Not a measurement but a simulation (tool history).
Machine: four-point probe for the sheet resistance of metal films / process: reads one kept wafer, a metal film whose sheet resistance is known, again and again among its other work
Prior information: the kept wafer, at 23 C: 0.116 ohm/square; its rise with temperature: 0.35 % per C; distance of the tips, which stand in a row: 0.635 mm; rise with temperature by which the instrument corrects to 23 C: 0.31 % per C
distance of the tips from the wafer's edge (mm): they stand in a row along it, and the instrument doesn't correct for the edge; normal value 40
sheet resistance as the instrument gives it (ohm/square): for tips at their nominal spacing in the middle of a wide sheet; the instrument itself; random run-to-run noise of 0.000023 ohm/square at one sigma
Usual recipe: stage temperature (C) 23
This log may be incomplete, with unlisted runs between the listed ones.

run,hour,stage temperature (C),distance of the tips from the wafer's edge (mm),sheet resistance as the instrument gives it (ohm/square)
1,0.0,23,40,0.116217
2,16.0,23,5,0.117216
3,35.7,23,5,0.117248
4,57.9,23,51,0.116260
5,77.3,23,70,0.116246
6,91.5,23,40,0.116249
7,111.6,23,40,0.116296
8,126.4,23,40,0.116279
9,143.7,23,40,0.116271
10,167.2,23,40,0.116305
11,179.9,24,40,0.116336
12,198.7,24,40,0.116348
13,221.0,24,40,0.116386
14,238.9,23,6,0.117007
15,251.2,23,40,0.116311
16,263.9,23,15,0.116421
17,277.2,23,15,0.116453
18,292.0,23,15,0.116410
19,309.2,23,15,0.116456
20,328.6,23,40,0.116368
21,344.1,23,40,0.116354
22,368.0,30,40,0.116618
23,385.5,23,43,0.116342
24,409.3,34,54,0.116743
25,431.9,32,54,0.116697
26,447.9,32,54,0.116684
27,469.4,32,54,0.116761
28,479.7,32,54,0.116733
29,499.1,23,4,0.117908
30,517.7,21,43,0.116384
31,532.2,33,22,0.116837
32,552.7,22,35,0.116391
33,566.3,23,5,0.117251
34,577.4,23,5,0.117234
35,593.7,25,25,0.116408
36,616.8,25,25,0.116378
37,634.9,27,9,0.116763
38,658.3,26,53,0.116419
39,679.7,23,22,0.116309
40,703.7,20,8,0.116553
41,723.1,28,49,0.116488
42,743.9,28,49,0.116510
43,767.2,18,55,0.116137
44,784.6,19,16,0.116273

Missing from the log above: 2 entries noted between runs. For each, name the pair of listed runs it sits between and say how the tool's hidden condition differs from the listed run just before to the listed run just after:
Between runs 25 and 26: stage's thermometer calibrated (hour 433.4)
  inner tips' distance over the nominal, %: 0.202 -> 0.204; tips' flats over new ones', %: 23 -> 24; wafer's true temperature over the reading, C: 0.23 -> 0.32
  what was measured, less what the result would be without the hidden state, sheet resistance as the instrument gives it (ohm/square): +0.000346 -> +0.000383
Between runs 32 and 33: stage's thermometer calibrated, once more (hour 555.0)
  inner tips' distance over the nominal, %: 0.218 -> 0.22; wafer's true temperature over the reading, C: 0.35 -> -0.05
  what was measured, less what the result would be without the hidden state, sheet resistance as the instrument gives it (ohm/square): +0.000413 -> +0.000258
